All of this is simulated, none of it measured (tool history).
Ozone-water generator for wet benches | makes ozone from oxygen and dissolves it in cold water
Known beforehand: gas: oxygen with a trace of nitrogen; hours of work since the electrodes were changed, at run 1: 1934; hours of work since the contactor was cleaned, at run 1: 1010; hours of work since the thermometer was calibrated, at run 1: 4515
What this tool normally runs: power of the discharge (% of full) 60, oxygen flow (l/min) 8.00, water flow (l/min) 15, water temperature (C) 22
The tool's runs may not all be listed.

run      day  power of the discharge (% of full)  oxygen flow (l/min)  water flow (l/min)  water temperature (C)  hours of work since the electrodes were changed  hours of work since the contactor was cleaned  hours of work since the thermometer was calibrated  dissolved ozone (ppm)  ozone in the gas ahead of the water (g/m3)
  1    0.000                                  60                 8.00                  15                     22                                             1934                                           1010                                                4515                   32.5                                       214.0
  2    4.708                                  60                 7.55                  15                     22                                             2015                                           1090                                                4596                   33.0                                       218.3
  3    8.033                                  60                 7.55                  15                     22                                             2072                                           1147                                                4653                   32.5                                       219.0
  4   11.912                                  60                 7.55                  15                     22                                             2139                                           1214                                                4719                   32.6                                       220.1
      12.650  -- water thermometer calibrated
  5   14.100                                  60                 8.00                  15                     22                                             2176                                           1251                                                  25                   32.6                                       216.6
  6   17.988                                  60                 8.00                  15                     22                                             2243                                           1318                                                  92                   32.7                                       214.2
  7   21.217                                  60                 8.00                  15                     22                                             2298                                           1374                                                 147                   33.2                                       215.4
  8   24.938                                  60                10.37                  15                     22                                             2362                                           1437                                                 211                   32.7                                       199.4
  9   27.358                                  60                 8.00                  15                     15                                             2404                                           1479                                                 253                   37.9                                       219.2
 10   30.950                                  60                 8.00                  15                     15                                             2466                                           1541                                                 314                   37.7                                       214.8
 11   33.688                                  60                 8.00                  15                     15                                             2513                                           1588                                                 361                   37.7                                       215.6
 12   35.821                                  60                 8.00                  15                     15                                             2549                                           1624                                                 398                   37.1                                       216.6
 13   39.492                                  60                 8.00                  11                     22                                             2612                                           1687                                                 461                   37.4                                       217.6
 14   41.450                                  60                 8.00                  15                     22                                             2646                                           1721                                                 495                   32.6                                       216.9
 15   45.129                                  60                 8.00                  15                     22                                             2709                                           1784                                                 558                   33.0                                       218.6
 16   47.517                                  60                 8.00                  15                     25                                             2750                                           1825                                                 599                   30.7                                       216.0
 17   51.558                                  71                 8.00                  15                     22                                             2820                                           1895                                                 668                   37.6                                       247.8
 18   54.825                                  71                 8.00                  15                     22                                             2876                                           1951                                                 724                   37.9                                       249.3
 19   59.012                                  60                 8.00                  15                     15                                             2948                                           2023                                                 796                   37.7                                       217.9
 20   61.396                                  78                 8.00                  15                     15                                             2989                                           2064                                                 837                   46.5                                       270.0
 21   63.900                                  52                10.34                  22                     16                                             3031                                           2107                                                 880                   27.5                                       180.4
 22   66.017                                  52                10.34                  22                     16                                             3068                                           2143                                                 917                   27.5                                       178.0
 23   69.029                                  52                10.34                  22                     19                                             3120                                           2195                                                 968                   26.0                                       179.7
 24   71.254                                  52                10.34                  22                     19                                             3158                                           2233                                                1007                   25.8                                       180.1
 25   74.121                                  52                10.34                  22                     19                                             3207                                           2282                                                1056                   26.1                                       180.1
 26   77.225                                  52                 5.66                  16                     21                                             3260                                           2336                                                1109                   27.5                                       215.7
 27   80.604                                  60                 8.00                  23                     19                                             3318                                           2394                                                1167                   27.6                                       222.8
 28   85.367                                  60                 8.00                  23                     19                                             3400                                           2475                                                1249                   27.3                                       219.0
      86.967  -- gauge calibrated
 29   88.167                                  54                11.08                   9                     16                                             3448                                           2524                                                1297                   42.0                                       177.3
 30   90.667                                  42                11.08                   9                     16                                             3491                                           2566                                                1340                   34.3                                       143.4
 31   93.250                                  42                13.14                  12                     23                                             3536                                           2611                                                1384                   25.3                                       137.2
 32   97.975                                  59                 8.29                  19                     26                                             3617                                           2692                                                1466                   26.8                                       210.6
 33  101.971                                  59                 8.29                  19                     26                                             3685                                           2761                                                1534                   26.6                                       210.5

Below are 3 alternative next runs, each starting from the tool's condition after run 33. Predict each:
  A  106.575                                  99                 5.87                  15                     16                                             3765                                           2840                                                1613                      ?                                           ?
  B  106.575                                  49                11.64                  15                     22                                             3765                                           2840                                                1613                      ?                                           ?
  C  106.575                                  57                 8.29                  19                     14                                             3765                                           2840                                                1613                      ?                                           ?

run  dissolved ozone (ppm)  ozone in the gas ahead of the water (g/m3)
  A                   53.1                                       356.3
  B                   27.6                                       162.1
  C                   32.6                                       204.9
Without the tool's hidden state the same runs would have given:
run  dissolved ozone (ppm)  ozone in the gas ahead of the water (g/m3)
  A                   53.2                                       354.5
  B                   27.7                                       161.1
  C                   32.6                                       203.8
